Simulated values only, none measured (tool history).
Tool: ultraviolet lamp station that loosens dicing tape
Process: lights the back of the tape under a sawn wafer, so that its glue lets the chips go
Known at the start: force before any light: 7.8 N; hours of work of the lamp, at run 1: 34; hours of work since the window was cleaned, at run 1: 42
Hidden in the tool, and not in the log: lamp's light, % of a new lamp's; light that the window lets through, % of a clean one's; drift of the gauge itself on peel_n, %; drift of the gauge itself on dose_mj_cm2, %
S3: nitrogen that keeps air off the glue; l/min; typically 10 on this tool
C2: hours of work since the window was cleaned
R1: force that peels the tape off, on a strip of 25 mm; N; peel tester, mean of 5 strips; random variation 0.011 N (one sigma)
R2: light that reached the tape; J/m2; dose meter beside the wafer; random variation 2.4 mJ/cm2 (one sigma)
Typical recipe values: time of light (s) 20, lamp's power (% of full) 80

run 1 hour=0.0 | time_of_light_(s)=20 lamp's_power_(%_of_full)=80 S3=10 | hours_of_work_of_the_lamp=34 C2=42 | R1=0.500 R2=2560
run 2 hour=5.7 | time_of_light_(s)=20 lamp's_power_(%_of_full)=80 S3=10 | hours_of_work_of_the_lamp=37 C2=45 | R1=0.524 R2=2540
run 3 hour=12.5 | time_of_light_(s)=20 lamp's_power_(%_of_full)=79 S3=10 | hours_of_work_of_the_lamp=40 C2=48 | R1=0.528 R2=2500
run 4 hour=23.2 | time_of_light_(s)=20 lamp's_power_(%_of_full)=79 S3=10 | hours_of_work_of_the_lamp=45 C2=54 | R1=0.530 R2=2520
run 5 hour=31.3 | time_of_light_(s)=20 lamp's_power_(%_of_full)=79 S3=10 | hours_of_work_of_the_lamp=49 C2=58 | R1=0.514 R2=2470
run 6 hour=43.7 | time_of_light_(s)=11 lamp's_power_(%_of_full)=80 S3=10 | hours_of_work_of_the_lamp=55 C2=64 | R1=1.540 R2=1400
run 7 hour=53.2 | time_of_light_(s)=11 lamp's_power_(%_of_full)=80 S3=10 | hours_of_work_of_the_lamp=60 C2=68 | R1=1.575 R2=1390
run 8 hour=63.6 | time_of_light_(s)=20 lamp's_power_(%_of_full)=80 S3=5 | hours_of_work_of_the_lamp=65 C2=73 | R1=0.851 R2=2550
run 9 hour=76.9 | time_of_light_(s)=20 lamp's_power_(%_of_full)=80 S3=5 | hours_of_work_of_the_lamp=71 C2=80 | R1=0.857 R2=2510
run 10 hour=89.8 | time_of_light_(s)=20 lamp's_power_(%_of_full)=80 S3=5 | hours_of_work_of_the_lamp=77 C2=86 | R1=0.921 R2=2530
run 11 hour=99.1 | time_of_light_(s)=20 lamp's_power_(%_of_full)=94 S3=10 | hours_of_work_of_the_lamp=82 C2=90 | R1=0.383 R2=2910
run 12 hour=105.9 | time_of_light_(s)=20 lamp's_power_(%_of_full)=94 S3=10 | hours_of_work_of_the_lamp=85 C2=94 | R1=0.386 R2=2950
run 13 hour=118.4 | time_of_light_(s)=20 lamp's_power_(%_of_full)=94 S3=10 | hours_of_work_of_the_lamp=91 C2=100 | R1=0.371 R2=2910
run 14 hour=129.5 | time_of_light_(s)=20 lamp's_power_(%_of_full)=94 S3=10 | hours_of_work_of_the_lamp=96 C2=105 | R1=0.395 R2=2890
run 15 hour=136.1 | time_of_light_(s)=20 lamp's_power_(%_of_full)=94 S3=10 | hours_of_work_of_the_lamp=100 C2=108 | R1=0.400 R2=2870
run 16 hour=147.7 | time_of_light_(s)=20 lamp's_power_(%_of_full)=94 S3=10 | hours_of_work_of_the_lamp=105 C2=114 | R1=0.389 R2=2850
run 17 hour=158.2 | time_of_light_(s)=20 lamp's_power_(%_of_full)=94 S3=15 | hours_of_work_of_the_lamp=110 C2=119 | R1=0.311 R2=2880
run 18 hour=166.0 | time_of_light_(s)=20 lamp's_power_(%_of_full)=80 S3=10 | hours_of_work_of_the_lamp=114 C2=123 | R1=0.556 R2=2470
run 19 hour=172.7 | time_of_light_(s)=20 lamp's_power_(%_of_full)=80 S3=10 | hours_of_work_of_the_lamp=117 C2=126 | R1=0.539 R2=2410
run 20 hour=183.7 | time_of_light_(s)=20 lamp's_power_(%_of_full)=80 S3=10 | hours_of_work_of_the_lamp=123 C2=131 | R1=0.559 R2=2420
run 21 hour=193.9 | time_of_light_(s)=20 lamp's_power_(%_of_full)=99 S3=10 | hours_of_work_of_the_lamp=128 C2=136 | R1=0.362 R2=3030
run 22 hour=203.7 | time_of_light_(s)=20 lamp's_power_(%_of_full)=99 S3=10 | hours_of_work_of_the_lamp=132 C2=141 | R1=0.352 R2=3020
run 23 hour=216.4 | time_of_light_(s)=17 lamp's_power_(%_of_full)=66 S3=10 | hours_of_work_of_the_lamp=138 C2=147 | R1=1.186 R2=1690
run 24 hour=224.8 | time_of_light_(s)=11 lamp's_power_(%_of_full)=94 S3=10 | hours_of_work_of_the_lamp=142 C2=151 | R1=1.271 R2=1550
run 25 hour=233.8 | time_of_light_(s)=11 lamp's_power_(%_of_full)=89 S3=5 | hours_of_work_of_the_lamp=147 C2=155 | R1=2.061 R2=1470
-- hour=235.4 window cleaned of glue's vapour
run 26 hour=243.6 | time_of_light_(s)=15 lamp's_power_(%_of_full)=76 S3=11 | hours_of_work_of_the_lamp=151 C2=4 | R1=1.026 R2=1670
run 27 hour=250.2 | time_of_light_(s)=40 lamp's_power_(%_of_full)=74 S3=15 | hours_of_work_of_the_lamp=154 C2=7 | R1=0.181 R2=4380
run 28 hour=256.9 | time_of_light_(s)=29 lamp's_power_(%_of_full)=77 S3=18 | hours_of_work_of_the_lamp=158 C2=10 | R1=0.224 R2=3260
-- hour=262.0 window cleaned of glue's vapour, once more
run 29 hour=266.8 | time_of_light_(s)=40 lamp's_power_(%_of_full)=85 S3=12 | hours_of_work_of_the_lamp=162 C2=2 | R1=0.189 R2=5310
run 30 hour=278.2 | time_of_light_(s)=19 lamp's_power_(%_of_full)=96 S3=4 | hours_of_work_of_the_lamp=168 C2=8 | R1=0.824 R2=2890
run 31 hour=289.9 | time_of_light_(s)=11 lamp's_power_(%_of_full)=65 S3=7 | hours_of_work_of_the_lamp=173 C2=13 | R1=2.417 R2=1100
run 32 hour=301.2 | time_of_light_(s)=10 lamp's_power_(%_of_full)=67 S3=7 | hours_of_work_of_the_lamp=179 C2=19 | R1=2.721 R2=1040
run 33 hour=309.2 | time_of_light_(s)=12 lamp's_power_(%_of_full)=71 S3=5 | hours_of_work_of_the_lamp=183 C2=23 | R1=2.386 R2=1300
run 34 hour=317.7 | time_of_light_(s)=12 lamp's_power_(%_of_full)=71 S3=5 | hours_of_work_of_the_lamp=187 C2=27 | R1=2.348 R2=1280
run 35 hour=325.0 | time_of_light_(s)=12 lamp's_power_(%_of_full)=71 S3=5 | hours_of_work_of_the_lamp=190 C2=30 | R1=2.397 R2=1250
run 36 hour=332.5 | time_of_light_(s)=23 lamp's_power_(%_of_full)=85 S3=9 | hours_of_work_of_the_lamp=194 C2=34 | R1=0.392 R2=3000
run 37 hour=338.0 | time_of_light_(s)=20 lamp's_power_(%_of_full)=95 S3=16 | hours_of_work_of_the_lamp=197 C2=37 | R1=0.279 R2=2870
run 38 hour=349.7 | time_of_light_(s)=20 lamp's_power_(%_of_full)=95 S3=5 | hours_of_work_of_the_lamp=202 C2=42 | R1=0.664 R2=2930
run 39 hour=359.0 | time_of_light_(s)=20 lamp's_power_(%_of_full)=95 S3=5 | hours_of_work_of_the_lamp=207 C2=47 | R1=0.684 R2=2900
run 40 hour=367.9 | time_of_light_(s)=37 lamp's_power_(%_of_full)=64 S3=10 | hours_of_work_of_the_lamp=211 C2=51 | R1=0.268 R2=3570
run 41 hour=373.4 | time_of_light_(s)=35 lamp's_power_(%_of_full)=92 S3=5 | hours_of_work_of_the_lamp=214 C2=54 | R1=0.251 R2=4890
run 42 hour=379.5 | time_of_light_(s)=20 lamp's_power_(%_of_full)=63 S3=18 | hours_of_work_of_the_lamp=217 C2=57 | R1=0.634 R2=1880
run 43 hour=390.0 | time_of_light_(s)=20 lamp's_power_(%_of_full)=63 S3=18 | hours_of_work_of_the_lamp=222 C2=62 | R1=0.677 R2=1870

Describe how what the log doesn't record of the tool's condition differs between the last listed run preceding each entry between runs and the first listed run following it.
Runs 25 to 26: window cleaned of glue's vapour (hour 235.4)
  lamp's light, % of a new lamp's: 95 -> 94.9; light that the window lets through, % of a clean one's: 94.8 -> 93.5
  measured result minus the result with no hidden state, R1: +0.268 -> +0.203 N; R2: -160 -> -220 J/m2
Runs 28 to 29: window cleaned of glue's vapour, once more (hour 262.0)
  lamp's light, % of a new lamp's: 94.7 -> 94.6; light that the window lets through, % of a clean one's: 93.3 -> 99.3
  measured result minus the result with no hidden state, R1: +0.028 -> +0.002 N; R2: -430 -> -340 J/m2

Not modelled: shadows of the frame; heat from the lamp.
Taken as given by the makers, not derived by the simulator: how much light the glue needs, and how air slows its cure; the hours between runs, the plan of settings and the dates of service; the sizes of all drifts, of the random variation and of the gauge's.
